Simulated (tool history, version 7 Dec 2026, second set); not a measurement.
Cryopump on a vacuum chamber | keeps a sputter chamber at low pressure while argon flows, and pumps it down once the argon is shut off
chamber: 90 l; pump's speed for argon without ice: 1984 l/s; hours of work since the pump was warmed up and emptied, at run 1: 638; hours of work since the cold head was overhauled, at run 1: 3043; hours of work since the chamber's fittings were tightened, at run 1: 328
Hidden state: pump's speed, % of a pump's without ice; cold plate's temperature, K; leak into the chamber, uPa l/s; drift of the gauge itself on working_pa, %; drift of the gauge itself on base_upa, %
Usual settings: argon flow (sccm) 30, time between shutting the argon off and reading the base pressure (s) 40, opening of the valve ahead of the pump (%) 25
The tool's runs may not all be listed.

run	hour	argon flow (sccm)	time between shutting the argon off and reading the base pressure (s)	opening of the valve ahead of the pump (%)	hours of work since the pump was warmed up and emptied	hours of work since the cold head was overhauled	hours of work since the chamber's fittings were tightened	pressure while argon flows (Pa)	pressure after the wait (uPa)
1	0.0	30	40	25	638	3043	328	0.1109	1.50
2	76.0	30	40	25	694	3098	383	0.1122	1.58
# hour 141.3: pump warmed up, emptied and cooled again
3	176.9	30	40	25	26	3168	453	0.1049	1.47
4	255.6	27	40	25	83	3226	511	0.0935	1.53
5	338.4	42	40	25	144	3286	571	0.1479	1.66
6	437.7	42	40	25	216	3358	644	0.1477	1.72
7	505.6	30	40	25	266	3408	693	0.1067	1.84
8	598.1	30	40	57	333	3476	761	0.0496	1.87
9	723.3	30	40	57	425	3567	852	0.0521	2.03
10	814.5	27	40	25	491	3633	919	0.0994	2.17
11	942.3	30	40	25	584	3727	1012	0.1124	2.32
12	1046.1	30	40	42	660	3802	1088	0.0724	2.57
13	1134.0	30	95	18	724	3867	1152	0.1540	2.09
# hour 1156.8: pump warmed up, emptied and cooled again
14	1238.9	12	21	25	60	3939	1225	0.0419	2.91
15	1299.9	30	147	25	104	3984	1269	0.1054	1.70
16	1360.4	17	26	25	149	4028	1313	0.0607	2.71
17	1474.9	36	69	25	232	4112	1397	0.1286	2.14
18	1565.0	36	69	25	298	4177	1463	0.1296	2.32
# hour 1617.8: leaking fittings of the chamber tightened, without venting
19	1641.6	12	40	25	352	4232	17	0.0435	1.05
20	1718.8	17	46	54	409	4288	74	0.0315	1.05
21	1805.2	59	256	25	472	4351	137	0.2167	0.49
22	1857.1	59	256	25	510	4389	175	0.2176	0.58
23	1971.2	59	39	16	593	4472	258	0.3344	1.42
24	2039.7	30	40	25	643	4522	308	0.1147	1.44

Forecast each of these 3 alternatives for the next run:
A	2123.0	20	225	25	704	4583	369	?	?
B	2123.0	18	30	30	704	4583	369	?	?
C	2123.0	45	230	24	704	4583	369	?	?

run	pressure while argon flows (Pa)	pressure after the wait (uPa)
A	0.0768	0.87
B	0.0587	1.83
C	0.1758	0.89
Without the tool's hidden state the same runs would have given:
run	pressure while argon flows (Pa)	pressure after the wait (uPa)
A	0.0685	0.28
B	0.0512	1.25
C	0.1573	0.31

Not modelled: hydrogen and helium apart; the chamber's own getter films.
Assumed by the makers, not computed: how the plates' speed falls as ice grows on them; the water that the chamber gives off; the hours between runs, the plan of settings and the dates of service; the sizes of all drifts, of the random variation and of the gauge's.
